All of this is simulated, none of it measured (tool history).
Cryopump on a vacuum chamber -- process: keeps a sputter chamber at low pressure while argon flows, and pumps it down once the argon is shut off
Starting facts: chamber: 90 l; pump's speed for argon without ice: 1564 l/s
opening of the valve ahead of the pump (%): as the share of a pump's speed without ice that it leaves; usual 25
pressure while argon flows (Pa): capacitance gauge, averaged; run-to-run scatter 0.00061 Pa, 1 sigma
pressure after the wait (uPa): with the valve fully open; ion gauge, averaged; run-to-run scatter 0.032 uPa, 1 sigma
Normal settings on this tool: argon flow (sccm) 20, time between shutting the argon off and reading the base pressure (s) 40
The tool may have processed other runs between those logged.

run   hour  argon flow (sccm)  time between shutting the argon off and reading the base pressure (s)  opening of the valve ahead of the pump (%)  pressure while argon flows (Pa)  pressure after the wait (uPa)
  1      0                 20                                                                     40                                          25                           0.0882                           2.45
  2   44.1                 20                                                                     40                                          25                            0.088                           2.51
  3   97.2                 20                                                                     40                                          25                           0.0876                           2.54
  4  165.4                 20                                                                     40                                          25                           0.0891                           2.59
  5  218.3                 20                                                                    162                                          25                           0.0889                            1.4
  6  287.1                 20                                                                    162                                          25                           0.0889                           1.44
  7  315.2                 20                                                                    162                                          25                           0.0894                           1.46
  8  378.3                 13                                                                     40                                          25                           0.0583                           2.67
  9  418.8                 20                                                                     40                                          54                           0.0436                           2.72
 10  467.3                 16                                                                     40                                          25                           0.0723                           2.75
 11    506                 16                                                                     40                                          20                           0.0891                           2.82
 12  541.8                 16                                                                     40                                          20                           0.0886                           2.71
 13  606.2                 37                                                                     40                                          25                           0.1674                           2.89
 14    650                 37                                                                     43                                          25                           0.1688                           2.76
 15  687.2                 40                                                                    124                                          33                           0.1404                           1.82
 16  716.6                 13                                                                     40                                          25                           0.0594                           2.87
 17  760.4                 21                                                                     30                                          21                           0.1144                           3.48
 18  822.6                 21                                                                    238                                          21                           0.1132                           1.73
 19  858.7                 20                                                                     40                                          48                           0.0511                           2.96
 20  909.2                 10                                                                     33                                          25                           0.0463                           3.39

Below, each run's measurement less what the same run would have read without the hidden state. Both values contain the same run-to-run variation, but the gauge's scatter may not be the same in both:
Hidden state at play: pump's speed, % of a pump's without ice; cold plate's temperature, K; leak into the chamber, uPa l/s; drift of the gauge itself on working_pa, %; drift of the gauge itself on base_upa, %.
run  pressure while argon flows (Pa)  pressure after the wait (uPa)
  1                          +0.0017                          +0.78
  2                          +0.0018                          +0.82
  3                           +0.002                          +0.84
  4                          +0.0023                          +0.88
  5                          +0.0026                           +0.9
  6                          +0.0028                          +0.93
  7                           +0.003                          +0.94
  8                          +0.0021                          +0.98
  9                          +0.0034                          +1.02
 10                          +0.0028                          +1.04
 11                           +0.003                          +1.07
 12                          +0.0031                          +1.05
 13                          +0.0077                          +1.14
 14                          +0.0081                          +1.17
 15                          +0.0091                          +1.15
 16                          +0.0031                          +1.18
 17                          +0.0051                          +1.23
 18                          +0.0054                          +1.26
 19                          +0.0053                          +1.26
 20                          +0.0028                          +1.31
